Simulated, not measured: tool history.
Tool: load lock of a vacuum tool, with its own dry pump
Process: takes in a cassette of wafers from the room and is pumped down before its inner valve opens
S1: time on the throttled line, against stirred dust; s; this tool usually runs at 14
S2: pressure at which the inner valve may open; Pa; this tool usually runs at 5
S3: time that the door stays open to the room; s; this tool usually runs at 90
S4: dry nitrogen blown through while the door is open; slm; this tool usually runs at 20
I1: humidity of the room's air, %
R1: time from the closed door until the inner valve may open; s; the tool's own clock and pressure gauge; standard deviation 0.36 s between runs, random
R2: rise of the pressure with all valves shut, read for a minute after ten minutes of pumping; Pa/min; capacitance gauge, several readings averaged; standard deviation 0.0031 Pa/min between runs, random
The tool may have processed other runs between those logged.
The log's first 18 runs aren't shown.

run 19 hour=3242.9 | S1=17 S2=10 S3=57 S4=13 | I1=45.1 | R1=34 R2=0.066
run 20 hour=3406.8 | S1=23 S2=8 S3=146 S4=15 | I1=46.6 | R1=39 R2=0.115
run 21 hour=3529.3 | S1=23 S2=8 S3=146 S4=15 | I1=41.5 | R1=39.9 R2=0.101
run 22 hour=3657.9 | S1=14 S2=9 S3=148 S4=20 | I1=42.7 | R1=31.2 R2=0.096
run 23 hour=3766.3 | S1=14 S2=9 S3=35 S4=20 | I1=46.9 | R1=31 R2=0.048
run 24 hour=4015.7 | S1=14 S2=5 S3=90 S4=20 | I1=42.9 | R1=32.8 R2=0.068
run 25 hour=4193 | S1=14 S2=5 S3=33 S4=14 | I1=47.3 | R1=33.6 R2=0.045
run 26 hour=4447 | S1=14 S2=5 S3=33 S4=14 | I1=45.9 | R1=32.2 R2=0.045
run 27 hour=4570.3 | S1=14 S2=5 S3=90 S4=25 | I1=47 | R1=33.3 R2=0.07

The next listed run, before its measurement:
run 28 hour=4708.8 | S1=14 S2=5 S3=114 S4=4 | I1=45.1 | R1=? R2=?

Run 28 came out at R1 33.1 s, R2 0.116 Pa/min.
Take away the tool's hidden state, keep the run-to-run variation as it was, and the same run would have given R1 33 s, R2 0.116 Pa/min.
